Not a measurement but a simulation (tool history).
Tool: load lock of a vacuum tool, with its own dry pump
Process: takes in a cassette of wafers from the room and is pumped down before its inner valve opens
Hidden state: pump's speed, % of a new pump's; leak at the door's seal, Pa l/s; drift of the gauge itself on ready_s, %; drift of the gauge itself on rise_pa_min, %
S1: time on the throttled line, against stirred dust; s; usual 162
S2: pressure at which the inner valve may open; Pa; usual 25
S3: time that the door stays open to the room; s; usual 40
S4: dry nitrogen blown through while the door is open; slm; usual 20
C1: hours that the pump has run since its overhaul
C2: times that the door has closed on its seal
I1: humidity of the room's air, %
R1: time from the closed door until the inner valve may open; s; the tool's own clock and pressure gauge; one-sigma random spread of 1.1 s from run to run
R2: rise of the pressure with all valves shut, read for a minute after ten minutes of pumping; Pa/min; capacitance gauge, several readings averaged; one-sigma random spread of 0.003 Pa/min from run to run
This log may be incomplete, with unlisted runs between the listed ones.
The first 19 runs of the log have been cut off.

| run | hour | S1 | S2 | S3 | S4 | C1 | C2 | I1 | R1 | R2 |
|---|---|---|---|---|---|---|---|---|---|---|
| 20 | 1433.5 | 141 | 25 | 40 | 5 | 3792 | 7803 | 46.1 | 212.0 | 0.127 |
| 21 | 1491.3 | 141 | 25 | 40 | 5 | 3850 | 7953 | 44.8 | 211.8 | 0.135 |
| 22 | 1546.1 | 288 | 26 | 52 | 20 | 3904 | 8095 | 48.6 | 335.4 | 0.127 |
| 23 | 1593.7 | 288 | 35 | 52 | 7 | 3952 | 8218 | 42.7 | 328.3 | 0.142 |
| 24 | 1659.1 | 140 | 41 | 162 | 23 | 4018 | 8388 | 44.5 | 205.2 | 0.157 |
| 25 | 1764.0 | 117 | 35 | 126 | 25 | 4122 | 8660 | 47.6 | 188.1 | 0.152 |
| 26 | 1857.7 | 129 | 28 | 40 | 20 | 4216 | 8903 | 45.9 | 200.6 | 0.135 |
| 27 | 1930.4 | 162 | 38 | 40 | 20 | 4289 | 9092 | 46.5 | 225.0 | 0.140 |
| 28 | 2003.9 | 81 | 37 | 40 | 20 | 4362 | 9283 | 44.0 | 158.4 | 0.150 |
| 29 | 2111.3 | 163 | 36 | 40 | 20 | 4470 | 9561 | 46.0 | 226.0 | 0.150 |
| 30 | 2197.2 | 163 | 36 | 40 | 14 | 4556 | 9784 | 46.9 | 226.5 | 0.160 |
| 31 | 2307.7 | 163 | 36 | 40 | 14 | 4666 | 10071 | 46.6 | 224.1 | 0.172 |
| 32 | 2416.5 | 298 | 43 | 40 | 20 | 4775 | 10353 | 42.8 | 336.5 | 0.164 |
| 33 | 2521.1 | 298 | 43 | 40 | 20 | 4880 | 10624 | 45.5 | 333.8 | 0.168 |
| 34 | 2607.1 | 298 | 43 | 40 | 20 | 4966 | 10847 | 44.0 | 333.4 | 0.174 |
| 35 | 2653.8 | 162 | 25 | 40 | 32 | 5012 | 10969 | 47.1 | 229.3 | 0.173 |
| 36 | 2701.2 | 203 | 25 | 40 | 13 | 5060 | 11092 | 44.3 | 262.1 | 0.193 |
| 37 | 2796.7 | 97 | 27 | 67 | 40 | 5155 | 11339 | 47.1 | 176.1 | 0.187 |

Alternative continuations, all from the tool just after run 37; predict every row:
| A | 2909.9 | 97 | 26 | 67 | 40 | 5268 | 11633 | 45.4 | ? | ? |
| B | 2909.9 | 162 | 25 | 40 | 5 | 5268 | 11633 | 44.5 | ? | ? |
| C | 2909.9 | 97 | 41 | 96 | 40 | 5268 | 11633 | 48.0 | ? | ? |
| D | 2909.9 | 162 | 31 | 40 | 20 | 5268 | 11633 | 43.6 | ? | ? |

| run | R1 | R2 |
|---|---|---|
| A | 176.3 | 0.197 |
| B | 231.5 | 0.216 |
| C | 170.7 | 0.199 |
| D | 228.9 | 0.191 |
Stripped of hidden state, with their random variation kept, the same runs would have yielded:
| run | R1 | R2 |
|---|---|---|
| A | 170.9 | 0.023 |
| B | 226.8 | 0.042 |
| C | 165.7 | 0.024 |
| D | 224.4 | 0.019 |
